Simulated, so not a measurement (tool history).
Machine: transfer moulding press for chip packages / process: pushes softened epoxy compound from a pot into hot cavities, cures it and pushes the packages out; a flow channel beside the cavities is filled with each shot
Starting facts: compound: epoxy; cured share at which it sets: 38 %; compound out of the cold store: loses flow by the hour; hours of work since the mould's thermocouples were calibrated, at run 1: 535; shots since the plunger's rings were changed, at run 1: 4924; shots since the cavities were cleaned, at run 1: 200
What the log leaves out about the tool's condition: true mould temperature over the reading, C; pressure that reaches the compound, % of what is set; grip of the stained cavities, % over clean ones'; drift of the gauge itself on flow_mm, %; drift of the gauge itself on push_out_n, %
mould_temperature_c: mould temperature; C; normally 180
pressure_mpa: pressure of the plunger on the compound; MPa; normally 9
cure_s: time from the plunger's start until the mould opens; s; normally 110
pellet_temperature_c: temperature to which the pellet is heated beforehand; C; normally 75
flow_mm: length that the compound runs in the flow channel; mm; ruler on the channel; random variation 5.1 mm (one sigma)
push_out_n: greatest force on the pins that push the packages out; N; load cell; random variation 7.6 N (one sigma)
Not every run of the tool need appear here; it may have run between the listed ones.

run	day	mould_temperature_c	pressure_mpa	cure_s	pellet_temperature_c	hours of work since the mould's thermocouples were calibrated	shots since the plunger's rings were changed	shots since the cavities were cleaned	incoming compound's hours out of the cold store	flow_mm	push_out_n
1	0	180	9	110	75	535	4924	200	30.2	525	462
2	1.85	180	9	110	79	555	5292	568	22.2	543	576
# day 2.338: cavities cleaned with cleaning compound and waxed
3	4.896	180	9	110	79	588	5886	509	27.5	534	529
# day 5.262: plunger's sealing rings changed
# day 6.058: cavities cleaned with cleaning compound and waxed
4	7.433	180	9	110	79	613	420	274	46.7	509	472
5	8.925	180	9	110	79	630	717	571	30.9	553	565
# day 9.438: cavities cleaned with cleaning compound and waxed
6	11.542	180	9	110	79	657	1225	419	18.9	563	523
# day 12.779: cavities cleaned with cleaning compound and waxed
7	13.238	180	9	110	79	675	1550	91	33	535	408
# day 14.267: mould's thermocouples calibrated
8	15.971	180	9	112	75	18	2077	618	16.6	583	573
# day 16.246: cavities cleaned with cleaning compound and waxed
9	17.629	180	10.35	112	75	36	2395	275	25.7	588	498
# day 19.642: cavities cleaned with cleaning compound and waxed
10	20.633	180	10.35	112	75	68	2980	196	41.5	551	460
11	22.554	180	10.35	112	75	89	3363	579	46.3	537	555
# day 23.233: cavities cleaned with cleaning compound and waxed
12	24.062	180	10.35	112	75	104	3651	165	46.5	535	433
13	25.483	180	9	110	79	120	3933	447	46.2	500	529

For run 14, what comes out?
# day 26.662: cavities cleaned with cleaning compound and waxed
14	26.95	180	7.99	143	75	135	4213	57	27.5	?	?

Run 14 produced flow_mm 514 mm, push_out_n 340 N.
Were there no unlogged condition in the tool, this run, its random variation unchanged, would have produced flow_mm 534 mm, push_out_n 296 N.
